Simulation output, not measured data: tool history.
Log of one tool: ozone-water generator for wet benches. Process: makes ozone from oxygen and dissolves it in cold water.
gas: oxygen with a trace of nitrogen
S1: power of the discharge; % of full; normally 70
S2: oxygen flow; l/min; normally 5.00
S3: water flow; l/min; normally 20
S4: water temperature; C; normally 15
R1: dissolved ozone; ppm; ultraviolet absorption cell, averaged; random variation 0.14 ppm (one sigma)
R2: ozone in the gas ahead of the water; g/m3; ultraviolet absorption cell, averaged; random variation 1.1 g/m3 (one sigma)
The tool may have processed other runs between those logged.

run     day  S1    S2  S3  S4    R1     R2
  1   0.000  70  5.00  20  15  16.9  198.1
  2   1.108  70  5.00  20  14  17.3  198.6
  3   2.696  70  5.00  20  14  17.1  200.7
  4   3.421  70  7.36  20  14  18.7  173.6
  5   4.683  70  7.36  20  14  18.3  175.3
  6   6.229  70  7.36  20  14  18.7  175.0
  7   7.204  70  7.36  20  14  18.4  174.6
  8   8.292  70  7.36  22  14  17.0  172.5
  9   9.875  70  5.00  13  15  25.9  198.1
 10  10.879  70  5.00  26  15  12.7  198.0
 11  12.512  70  5.00  26  15  12.7  201.1
 12  13.708  70  5.00  19  15  17.8  197.8
 13  14.758  70  5.00  19  15  17.8  198.7
 14  15.562  70  2.73  20  15  14.2  244.8
 15  16.596  70  2.73  20  15  14.0  245.8
 16  17.571  70  2.73  20  15  14.2  245.4
 17  18.583  70  2.73  20  15  14.1  244.6
 18  19.900  70  5.00  16  15  21.5  200.3
 19  20.904  70  3.41  20  15  15.3  226.7
 20  22.433  70  3.41  20  15  15.1  226.1
 21  23.821  74  3.41  20  15  15.8  238.0
 22  24.871  70  5.92  16  15  21.8  188.6
 23  25.558  65  8.38  23   8  17.1  157.9
 24  26.958  98  3.77  20  18  19.4  283.4
 25  28.575  98  3.77  20  18  19.6  282.0
 26  30.188  98  3.77  20  18  19.1  280.3
 27  31.038  52  2.90  19   7  13.5  192.1
 28  32.658  45  5.06  17   9  15.9  145.1
 29  33.517  84  5.00  21  20  17.2  228.5

3 options for the next run, each taken on its own from the tool as it stands now. Forecast them:
  A  34.258  41  5.00  21  22   ?   ?
  B  34.258  88  4.76  22  20   ?   ?
  C  34.258  46  3.74  14  20   ?   ?

run    R1     R2
  A  10.0  135.2
  B  17.0  240.0
  C  15.6  163.1
Had the tool no hidden state, the same runs would have come out as:
run    R1     R2
  A  10.0  135.2
  B  17.1  240.1
  C  15.6  163.2

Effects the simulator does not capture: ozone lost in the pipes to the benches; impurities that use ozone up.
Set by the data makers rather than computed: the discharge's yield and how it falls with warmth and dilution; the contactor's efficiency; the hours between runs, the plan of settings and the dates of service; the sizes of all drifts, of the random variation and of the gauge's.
